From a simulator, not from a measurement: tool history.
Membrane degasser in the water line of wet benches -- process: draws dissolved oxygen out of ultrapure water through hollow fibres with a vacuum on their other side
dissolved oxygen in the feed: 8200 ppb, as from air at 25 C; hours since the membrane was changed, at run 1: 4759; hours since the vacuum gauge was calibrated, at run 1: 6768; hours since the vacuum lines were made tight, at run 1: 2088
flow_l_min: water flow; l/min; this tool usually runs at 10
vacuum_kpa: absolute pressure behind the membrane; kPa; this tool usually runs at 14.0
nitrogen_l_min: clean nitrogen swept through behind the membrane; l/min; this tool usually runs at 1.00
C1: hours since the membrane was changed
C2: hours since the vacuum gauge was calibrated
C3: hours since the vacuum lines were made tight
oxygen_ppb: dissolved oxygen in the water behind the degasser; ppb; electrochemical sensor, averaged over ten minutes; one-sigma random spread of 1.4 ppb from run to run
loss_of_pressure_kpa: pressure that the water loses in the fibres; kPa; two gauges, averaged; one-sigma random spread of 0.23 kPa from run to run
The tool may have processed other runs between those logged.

{"run": 1, "hour": 0.0, "flow_l_min": 10, "vacuum_kpa": 14.0, "nitrogen_l_min": 1.0, "C1": 4759, "C2": 6768, "C3": 2088, "oxygen_ppb": 253.5, "loss_of_pressure_kpa": 58.34}
{"run": 2, "hour": 141.9, "flow_l_min": 10, "vacuum_kpa": 14.0, "nitrogen_l_min": 1.0, "C1": 4901, "C2": 6910, "C3": 2230, "oxygen_ppb": 252.0, "loss_of_pressure_kpa": 58.09}
{"run": 3, "hour": 237.9, "flow_l_min": 10, "vacuum_kpa": 14.0, "nitrogen_l_min": 1.0, "C1": 4997, "C2": 7006, "C3": 2326, "oxygen_ppb": 253.4, "loss_of_pressure_kpa": 58.44}
{"run": 4, "hour": 397.8, "flow_l_min": 10, "vacuum_kpa": 14.0, "nitrogen_l_min": 1.0, "C1": 5157, "C2": 7166, "C3": 2486, "oxygen_ppb": 254.2, "loss_of_pressure_kpa": 58.37}
{"run": 5, "hour": 511.0, "flow_l_min": 10, "vacuum_kpa": 14.0, "nitrogen_l_min": 1.0, "C1": 5270, "C2": 7279, "C3": 2599, "oxygen_ppb": 253.7, "loss_of_pressure_kpa": 58.53}
{"run": 6, "hour": 618.7, "flow_l_min": 6, "vacuum_kpa": 14.0, "nitrogen_l_min": 1.0, "C1": 5378, "C2": 7386, "C3": 2707, "oxygen_ppb": 155.0, "loss_of_pressure_kpa": 35.27}
{"run": 7, "hour": 808.4, "flow_l_min": 10, "vacuum_kpa": 14.0, "nitrogen_l_min": 1.0, "C1": 5568, "C2": 7576, "C3": 2896, "oxygen_ppb": 254.3, "loss_of_pressure_kpa": 58.61}
{"run": 8, "hour": 919.1, "flow_l_min": 10, "vacuum_kpa": 14.0, "nitrogen_l_min": 1.0, "C1": 5678, "C2": 7687, "C3": 3007, "oxygen_ppb": 251.4, "loss_of_pressure_kpa": 58.46}
{"run": 9, "hour": 1120.3, "flow_l_min": 10, "vacuum_kpa": 14.0, "nitrogen_l_min": 1.0, "C1": 5880, "C2": 7888, "C3": 3208, "oxygen_ppb": 250.9, "loss_of_pressure_kpa": 57.74}
{"run": 10, "hour": 1267.1, "flow_l_min": 10, "vacuum_kpa": 14.0, "nitrogen_l_min": 1.0, "C1": 6026, "C2": 8035, "C3": 3355, "oxygen_ppb": 251.8, "loss_of_pressure_kpa": 58.43}
{"run": 11, "hour": 1441.7, "flow_l_min": 10, "vacuum_kpa": 14.0, "nitrogen_l_min": 1.0, "C1": 6201, "C2": 8209, "C3": 3530, "oxygen_ppb": 252.5, "loss_of_pressure_kpa": 58.29}
{"hour": 1486.7, "done": "vacuum gauge calibrated"}
{"run": 12, "hour": 1612.7, "flow_l_min": 10, "vacuum_kpa": 14.0, "nitrogen_l_min": 1.0, "C1": 6371, "C2": 126, "C3": 3700, "oxygen_ppb": 254.9, "loss_of_pressure_kpa": 58.3}
{"run": 13, "hour": 1763.3, "flow_l_min": 10, "vacuum_kpa": 14.0, "nitrogen_l_min": 1.0, "C1": 6522, "C2": 277, "C3": 3851, "oxygen_ppb": 252.4, "loss_of_pressure_kpa": 58.12}
{"run": 14, "hour": 1866.2, "flow_l_min": 10, "vacuum_kpa": 14.0, "nitrogen_l_min": 1.0, "C1": 6625, "C2": 379, "C3": 3954, "oxygen_ppb": 253.2, "loss_of_pressure_kpa": 58.24}
{"run": 15, "hour": 1992.8, "flow_l_min": 10, "vacuum_kpa": 13.0, "nitrogen_l_min": 1.0, "C1": 6752, "C2": 506, "C3": 4080, "oxygen_ppb": 230.0, "loss_of_pressure_kpa": 58.71}
{"run": 16, "hour": 2155.4, "flow_l_min": 10, "vacuum_kpa": 13.0, "nitrogen_l_min": 1.0, "C1": 6914, "C2": 669, "C3": 4243, "oxygen_ppb": 231.4, "loss_of_pressure_kpa": 58.02}
{"run": 17, "hour": 2270.9, "flow_l_min": 10, "vacuum_kpa": 13.0, "nitrogen_l_min": 1.06, "C1": 7030, "C2": 784, "C3": 4358, "oxygen_ppb": 218.9, "loss_of_pressure_kpa": 58.29}
{"run": 18, "hour": 2437.4, "flow_l_min": 10, "vacuum_kpa": 13.0, "nitrogen_l_min": 1.06, "C1": 7196, "C2": 951, "C3": 4525, "oxygen_ppb": 219.9, "loss_of_pressure_kpa": 58.28}
{"run": 19, "hour": 2660.7, "flow_l_min": 10, "vacuum_kpa": 13.0, "nitrogen_l_min": 1.06, "C1": 7419, "C2": 1174, "C3": 4748, "oxygen_ppb": 218.2, "loss_of_pressure_kpa": 58.33}
{"run": 20, "hour": 2869.8, "flow_l_min": 11, "vacuum_kpa": 14.0, "nitrogen_l_min": 1.91, "C1": 7629, "C2": 1383, "C3": 4957, "oxygen_ppb": 154.8, "loss_of_pressure_kpa": 64.22}
{"run": 21, "hour": 3044.7, "flow_l_min": 11, "vacuum_kpa": 11.1, "nitrogen_l_min": 0.63, "C1": 7803, "C2": 1558, "C3": 5132, "oxygen_ppb": 308.4, "loss_of_pressure_kpa": 64.51}
{"run": 22, "hour": 3220.8, "flow_l_min": 10, "vacuum_kpa": 9.1, "nitrogen_l_min": 1.0, "C1": 7980, "C2": 1734, "C3": 5308, "oxygen_ppb": 140.4, "loss_of_pressure_kpa": 58.47}
{"run": 23, "hour": 3348.3, "flow_l_min": 10, "vacuum_kpa": 30.4, "nitrogen_l_min": 0.53, "C1": 8107, "C2": 1862, "C3": 5436, "oxygen_ppb": 1031.5, "loss_of_pressure_kpa": 58.38}
{"run": 24, "hour": 3464.8, "flow_l_min": 10, "vacuum_kpa": 14.8, "nitrogen_l_min": 1.0, "C1": 8224, "C2": 1978, "C3": 5552, "oxygen_ppb": 270.0, "loss_of_pressure_kpa": 58.22}
{"run": 25, "hour": 3561.0, "flow_l_min": 7, "vacuum_kpa": 14.8, "nitrogen_l_min": 1.0, "C1": 8320, "C2": 2074, "C3": 5648, "oxygen_ppb": 193.7, "loss_of_pressure_kpa": 40.98}
{"run": 26, "hour": 3746.7, "flow_l_min": 8, "vacuum_kpa": 34.8, "nitrogen_l_min": 1.86, "C1": 8505, "C2": 2260, "C3": 5834, "oxygen_ppb": 323.3, "loss_of_pressure_kpa": 46.81}
{"run": 27, "hour": 3908.6, "flow_l_min": 12, "vacuum_kpa": 20.6, "nitrogen_l_min": 1.38, "C1": 8667, "C2": 2422, "C3": 5996, "oxygen_ppb": 355.7, "loss_of_pressure_kpa": 69.91}
{"run": 28, "hour": 4021.7, "flow_l_min": 7, "vacuum_kpa": 14.0, "nitrogen_l_min": 0.42, "C1": 8780, "C2": 2535, "C3": 6109, "oxygen_ppb": 396.4, "loss_of_pressure_kpa": 41.2}
{"run": 29, "hour": 4131.3, "flow_l_min": 15, "vacuum_kpa": 9.3, "nitrogen_l_min": 0.72, "C1": 8890, "C2": 2645, "C3": 6219, "oxygen_ppb": 281.3, "loss_of_pressure_kpa": 87.64}
{"run": 30, "hour": 4312.7, "flow_l_min": 15, "vacuum_kpa": 9.3, "nitrogen_l_min": 0.72, "C1": 9071, "C2": 2826, "C3": 6400, "oxygen_ppb": 282.9, "loss_of_pressure_kpa": 87.44}
{"run": 31, "hour": 4413.1, "flow_l_min": 15, "vacuum_kpa": 9.3, "nitrogen_l_min": 0.72, "C1": 9172, "C2": 2926, "C3": 6501, "oxygen_ppb": 285.3, "loss_of_pressure_kpa": 87.39}
{"run": 32, "hour": 4596.9, "flow_l_min": 11, "vacuum_kpa": 25.7, "nitrogen_l_min": 0.87, "C1": 9356, "C2": 3110, "C3": 6684, "oxygen_ppb": 623.8, "loss_of_pressure_kpa": 63.99}

Alternative continuations, all from the tool just after run 32; predict every row:
{"run": "A", "hour": 4690.5, "flow_l_min": 8, "vacuum_kpa": 18.0, "nitrogen_l_min": 1.67, "C1": 9449, "C2": 3204, "C3": 6778, "oxygen_ppb": "?", "loss_of_pressure_kpa": "?"}
{"run": "B", "hour": 4690.5, "flow_l_min": 7, "vacuum_kpa": 27.7, "nitrogen_l_min": 1.85, "C1": 9449, "C2": 3204, "C3": 6778, "oxygen_ppb": "?", "loss_of_pressure_kpa": "?"}
{"run": "C", "hour": 4690.5, "flow_l_min": 11, "vacuum_kpa": 15.9, "nitrogen_l_min": 0.87, "C1": 9449, "C2": 3204, "C3": 6778, "oxygen_ppb": "?", "loss_of_pressure_kpa": "?"}
{"run": "D", "hour": 4690.5, "flow_l_min": 11, "vacuum_kpa": 10.7, "nitrogen_l_min": 0.58, "C1": 9449, "C2": 3204, "C3": 6778, "oxygen_ppb": "?", "loss_of_pressure_kpa": "?"}

run=A oxygen_ppb=173.5 loss_of_pressure_kpa=46.80
run=B oxygen_ppb=224.4 loss_of_pressure_kpa=41.07
run=C oxygen_ppb=365.3 loss_of_pressure_kpa=64.17
run=D oxygen_ppb=317.1 loss_of_pressure_kpa=64.33
What these runs would have given with no unlogged condition in the tool:
run=A oxygen_ppb=173.2 loss_of_pressure_kpa=46.77
run=B oxygen_ppb=224.0 loss_of_pressure_kpa=41.05
run=C oxygen_ppb=365.0 loss_of_pressure_kpa=64.13
run=D oxygen_ppb=316.8 loss_of_pressure_kpa=64.28
